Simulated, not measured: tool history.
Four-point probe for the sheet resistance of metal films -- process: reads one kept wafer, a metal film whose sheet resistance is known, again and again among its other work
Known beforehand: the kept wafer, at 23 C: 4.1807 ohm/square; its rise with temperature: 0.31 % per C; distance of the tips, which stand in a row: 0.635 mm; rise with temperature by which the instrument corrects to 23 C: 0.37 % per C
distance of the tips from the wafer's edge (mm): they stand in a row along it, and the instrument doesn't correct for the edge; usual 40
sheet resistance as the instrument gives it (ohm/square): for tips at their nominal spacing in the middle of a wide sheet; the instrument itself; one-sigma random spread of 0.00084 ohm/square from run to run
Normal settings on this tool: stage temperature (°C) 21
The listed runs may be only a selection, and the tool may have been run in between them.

run,hour,stage temperature (°C),distance of the tips from the wafer's edge (mm),sheet resistance as the instrument gives it (ohm/square)
1,0,21,40,4.185925
2,64.4,21,40,4.18525
3,138.4,21,40,4.185563
4,175.4,21,40,4.185475
5,243.9,21,40,4.185695
6,278.7,21,40,4.184631
7,353.7,28,23,4.171009
8,400,28,23,4.172081
9,444.6,28,23,4.171023
10,478.5,19,34,4.191097
11,526.4,27,53,4.171967

4 ways to go on from here, each from the tool as it stands after run 11. What would each give?
A,592,19,6,?
B,592,18,33,?
C,592,18,18,?
D,592,28,4,?

run,sheet resistance as the instrument gives it (ohm/square)
A,4.216511
B,4.19369
C,4.195209
D,4.224471
The same runs, with their run-to-run variation unchanged, on a tool lacking any hidden condition would have given:
run,sheet resistance as the instrument gives it (ohm/square)
A,4.216659
B,4.193837
C,4.195356
D,4.224618

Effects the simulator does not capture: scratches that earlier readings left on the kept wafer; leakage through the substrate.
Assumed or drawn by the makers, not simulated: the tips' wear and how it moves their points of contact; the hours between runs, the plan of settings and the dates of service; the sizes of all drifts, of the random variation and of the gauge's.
